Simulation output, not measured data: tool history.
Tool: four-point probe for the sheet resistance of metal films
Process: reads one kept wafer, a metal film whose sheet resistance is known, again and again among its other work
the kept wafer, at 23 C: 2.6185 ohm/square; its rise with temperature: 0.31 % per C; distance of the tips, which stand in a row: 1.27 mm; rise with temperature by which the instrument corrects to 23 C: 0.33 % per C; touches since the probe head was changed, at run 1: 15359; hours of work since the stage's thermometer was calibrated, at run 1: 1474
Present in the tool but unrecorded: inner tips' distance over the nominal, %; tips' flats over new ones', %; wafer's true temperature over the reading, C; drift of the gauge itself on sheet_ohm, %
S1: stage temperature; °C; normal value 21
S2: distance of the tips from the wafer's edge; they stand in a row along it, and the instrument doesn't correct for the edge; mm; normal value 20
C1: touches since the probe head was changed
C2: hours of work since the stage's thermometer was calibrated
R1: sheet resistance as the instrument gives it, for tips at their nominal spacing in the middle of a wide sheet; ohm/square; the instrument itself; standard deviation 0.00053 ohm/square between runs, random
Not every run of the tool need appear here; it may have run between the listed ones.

{"run": 1, "hour": 0.0, "S1": 21, "S2": 20, "C1": 15359, "C2": 1474, "R1": 2.624759}
{"run": 2, "hour": 16.1, "S1": 21, "S2": 20, "C1": 15666, "C2": 1482, "R1": 2.624128}
{"run": 3, "hour": 29.9, "S1": 26, "S2": 20, "C1": 15929, "C2": 1489, "R1": 2.620894}
{"run": 4, "hour": 42.8, "S1": 21, "S2": 20, "C1": 16175, "C2": 1495, "R1": 2.623026}
{"run": 5, "hour": 60.8, "S1": 21, "S2": 20, "C1": 16520, "C2": 1504, "R1": 2.623958}
{"run": 6, "hour": 76.3, "S1": 21, "S2": 20, "C1": 16816, "C2": 1512, "R1": 2.624138}
{"run": 7, "hour": 97.8, "S1": 21, "S2": 20, "C1": 17227, "C2": 1523, "R1": 2.624952}
{"run": 8, "hour": 109.2, "S1": 35, "S2": 20, "C1": 17444, "C2": 1528, "R1": 2.616055}
{"run": 9, "hour": 124.4, "S1": 35, "S2": 20, "C1": 17735, "C2": 1536, "R1": 2.615071}
{"run": 10, "hour": 140.0, "S1": 35, "S2": 20, "C1": 18033, "C2": 1544, "R1": 2.615017}
{"run": 11, "hour": 158.6, "S1": 21, "S2": 20, "C1": 18387, "C2": 1553, "R1": 2.623573}
{"run": 12, "hour": 172.4, "S1": 21, "S2": 20, "C1": 18651, "C2": 1560, "R1": 2.62442}
{"run": 13, "hour": 191.6, "S1": 24, "S2": 20, "C1": 19017, "C2": 1570, "R1": 2.622515}
{"run": 14, "hour": 201.2, "S1": 24, "S2": 20, "C1": 19200, "C2": 1575, "R1": 2.622626}
{"run": 15, "hour": 211.8, "S1": 24, "S2": 20, "C1": 19402, "C2": 1580, "R1": 2.620986}
{"run": 16, "hour": 225.7, "S1": 24, "S2": 20, "C1": 19668, "C2": 1587, "R1": 2.622079}
{"run": 17, "hour": 242.6, "S1": 21, "S2": 14, "C1": 19990, "C2": 1595, "R1": 2.629068}
{"run": 18, "hour": 254.9, "S1": 21, "S2": 14, "C1": 20226, "C2": 1602, "R1": 2.629837}
{"run": 19, "hour": 271.1, "S1": 21, "S2": 25, "C1": 20535, "C2": 1610, "R1": 2.621103}
{"run": 20, "hour": 290.3, "S1": 32, "S2": 31, "C1": 20902, "C2": 1619, "R1": 2.613017}
{"run": 21, "hour": 311.4, "S1": 28, "S2": 24, "C1": 21304, "C2": 1630, "R1": 2.617463}
{"run": 22, "hour": 330.4, "S1": 28, "S2": 24, "C1": 21668, "C2": 1640, "R1": 2.617465}
{"run": 23, "hour": 350.0, "S1": 28, "S2": 24, "C1": 22041, "C2": 1649, "R1": 2.617885}
{"run": 24, "hour": 363.8, "S1": 20, "S2": 5, "C1": 22305, "C2": 1656, "R1": 2.706022}
{"run": 25, "hour": 381.4, "S1": 26, "S2": 5, "C1": 22641, "C2": 1665, "R1": 2.702753}
{"run": 26, "hour": 401.3, "S1": 21, "S2": 3, "C1": 23021, "C2": 1675, "R1": 2.845238}
{"run": 27, "hour": 421.2, "S1": 21, "S2": 6, "C1": 23401, "C2": 1685, "R1": 2.678939}
{"run": 28, "hour": 442.9, "S1": 24, "S2": 12, "C1": 23817, "C2": 1696, "R1": 2.631156}
{"run": 29, "hour": 463.1, "S1": 24, "S2": 12, "C1": 24201, "C2": 1706, "R1": 2.630848}
{"run": 30, "hour": 476.2, "S1": 26, "S2": 38, "C1": 24451, "C2": 1713, "R1": 2.616431}
{"run": 31, "hour": 496.4, "S1": 23, "S2": 20, "C1": 24838, "C2": 1723, "R1": 2.621419}
{"run": 32, "hour": 505.3, "S1": 33, "S2": 22, "C1": 25008, "C2": 1727, "R1": 2.613545}
{"run": 33, "hour": 519.1, "S1": 24, "S2": 9, "C1": 25270, "C2": 1734, "R1": 2.642731}
{"run": 34, "hour": 530.4, "S1": 24, "S2": 18, "C1": 25486, "C2": 1740, "R1": 2.6224}
{"run": 35, "hour": 543.1, "S1": 31, "S2": 6, "C1": 25729, "C2": 1746, "R1": 2.672815}

What if the next run were any one of these 3? Each begins from the tool's condition after run 35:
{"run": "A", "hour": 558.2, "S1": 23, "S2": 20, "C1": 26017, "C2": 1754, "R1": "?"}
{"run": "B", "hour": 558.2, "S1": 20, "S2": 33, "C1": 26017, "C2": 1754, "R1": "?"}
{"run": "C", "hour": 558.2, "S1": 24, "S2": 6, "C1": 26017, "C2": 1754, "R1": "?"}

run=A R1=2.621128
run=B R1=2.619996
run=C R1=2.676738
Without the tool's unlogged condition, the same runs would have read:
run=A R1=2.624016
run=B R1=2.622914
run=C R1=2.679678

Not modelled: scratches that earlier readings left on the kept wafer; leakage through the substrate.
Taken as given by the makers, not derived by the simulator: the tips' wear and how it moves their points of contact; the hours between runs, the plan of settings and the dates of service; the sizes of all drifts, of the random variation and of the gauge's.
